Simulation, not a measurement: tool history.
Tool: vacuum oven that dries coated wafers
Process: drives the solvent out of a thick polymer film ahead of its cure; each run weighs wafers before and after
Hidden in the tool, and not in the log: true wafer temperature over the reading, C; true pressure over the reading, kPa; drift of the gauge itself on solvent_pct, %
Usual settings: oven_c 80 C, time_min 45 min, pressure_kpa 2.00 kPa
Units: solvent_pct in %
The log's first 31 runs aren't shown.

| run | hour | oven_c | time_min | pressure_kpa | hours of work since the thermocouples were calibrated | hours of work since the vacuum gauge was cleaned of residue | solvent_pct |
|---|---|---|---|---|---|---|---|
|  | 961.3 | oven's thermocouples calibrated |
| 32 | 985.3 | 80 | 62 | 6.61 | 12 | 498 | 4.34 |
| 33 | 1019.0 | 80 | 62 | 6.61 | 29 | 515 | 4.31 |
| 34 | 1057.6 | 80 | 62 | 6.61 | 48 | 534 | 4.32 |
| 35 | 1091.3 | 80 | 62 | 6.61 | 64 | 550 | 4.25 |
| 36 | 1115.1 | 66 | 74 | 2.00 | 76 | 562 | 5.72 |
|  | 1139.2 | oven's thermocouples calibrated, once more |
| 37 | 1141.4 | 66 | 74 | 2.00 | 1 | 574 | 5.94 |
| 38 | 1178.4 | 85 | 71 | 1.78 | 19 | 593 | 1.43 |
| 39 | 1213.8 | 67 | 45 | 5.30 | 37 | 610 | 10.29 |
| 40 | 1239.1 | 67 | 45 | 5.30 | 49 | 623 | 10.23 |
| 41 | 1264.8 | 67 | 45 | 5.30 | 62 | 635 | 10.29 |
| 42 | 1300.8 | 94 | 45 | 5.30 | 80 | 653 | 2.19 |
| 43 | 1343.8 | 68 | 45 | 2.00 | 101 | 675 | 8.56 |
| 44 | 1372.4 | 68 | 45 | 2.00 | 116 | 689 | 8.47 |
| 45 | 1413.6 | 68 | 45 | 2.00 | 136 | 709 | 8.45 |
| 46 | 1441.1 | 68 | 45 | 2.00 | 150 | 723 | 8.42 |

4 ways to go on from here, each from the tool as it stands after run 46. What would each give?
| A | 1464.3 | 79 | 30 | 2.00 | 161 | 734 | ? |
| B | 1464.3 | 80 | 45 | 3.99 | 161 | 734 | ? |
| C | 1464.3 | 84 | 45 | 2.00 | 161 | 734 | ? |
| D | 1464.3 | 75 | 69 | 1.09 | 161 | 734 | ? |

| run | solvent_pct |
|---|---|
| A | 7.48 |
| B | 5.12 |
| C | 3.45 |
| D | 3.15 |
Without the tool's hidden state the same runs would have given:
| run | solvent_pct |
|---|---|
| A | 7.41 |
| B | 5.04 |
| C | 3.37 |
| D | 3.03 |
